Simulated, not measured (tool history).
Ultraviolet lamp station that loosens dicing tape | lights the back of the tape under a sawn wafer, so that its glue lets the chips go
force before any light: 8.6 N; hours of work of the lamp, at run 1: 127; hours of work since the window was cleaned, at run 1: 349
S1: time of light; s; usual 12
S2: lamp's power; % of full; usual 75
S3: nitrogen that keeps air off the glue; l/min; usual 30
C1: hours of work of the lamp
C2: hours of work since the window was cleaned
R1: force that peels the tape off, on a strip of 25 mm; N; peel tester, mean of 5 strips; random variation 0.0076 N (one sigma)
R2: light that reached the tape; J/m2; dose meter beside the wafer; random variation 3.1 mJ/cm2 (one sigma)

run   hour  S1  S2  S3   C1   C2     R1    R2
  1    0.0  12  75  30  127  349  0.406  4180
  2   14.9  12  75  58  136  358  0.191  4180
  3   29.4  12  75  58  144  366  0.195  4160
  4   39.9  12  75  58  150  373  0.195  4140
  5   52.7  12  75  58  158  380  0.199  4200
  6   64.2  12  75  58  164  387  0.209  4130
  7   80.1  12  75  58  174  396  0.206  4130
  8   91.2  12  75  30  180  403  0.427  4130
      93.1  -- window cleaned of glue's vapour
  9  105.2  12  75  30  188    7  0.438  4070
 10  120.5  19  75  30  197   16  0.132  6370
 11  133.0  19  75  30  204   23  0.128  6320
 12  144.0  12  70  30  211   30  0.538  3640
 13  153.2  14  82  13  216   35  0.651  5020
 14  166.9  14  80  16  224   43  0.556  4930
 15  179.3   9  99  37  231   50  0.390  3970
 16  186.8  16  86  11  236   55  0.494  5990
     188.6  -- window cleaned of glue's vapour, once more
 17  200.0  14  62  11  243    7  1.105  4310
 18  213.7  14  62  11  251   15  1.074  4280
 19  225.6  23  62  43  258   22  0.076  6970

3 ways to go on from here, each from the tool as it stands after run 19. What would each give?
  A  241.9   9  88  10  267  31   ?   ?
  B  241.9  10  99  39  267  31   ?   ?
  C  241.9  23  61  13  267  31   ?   ?

run     R1    R2
  A  1.402  3860
  B  0.188  4850
  C  0.274  6830
Without the tool's hidden state the same runs would have given:
run     R1    R2
  A  1.249  4110
  B  0.157  5160
  C  0.229  7280

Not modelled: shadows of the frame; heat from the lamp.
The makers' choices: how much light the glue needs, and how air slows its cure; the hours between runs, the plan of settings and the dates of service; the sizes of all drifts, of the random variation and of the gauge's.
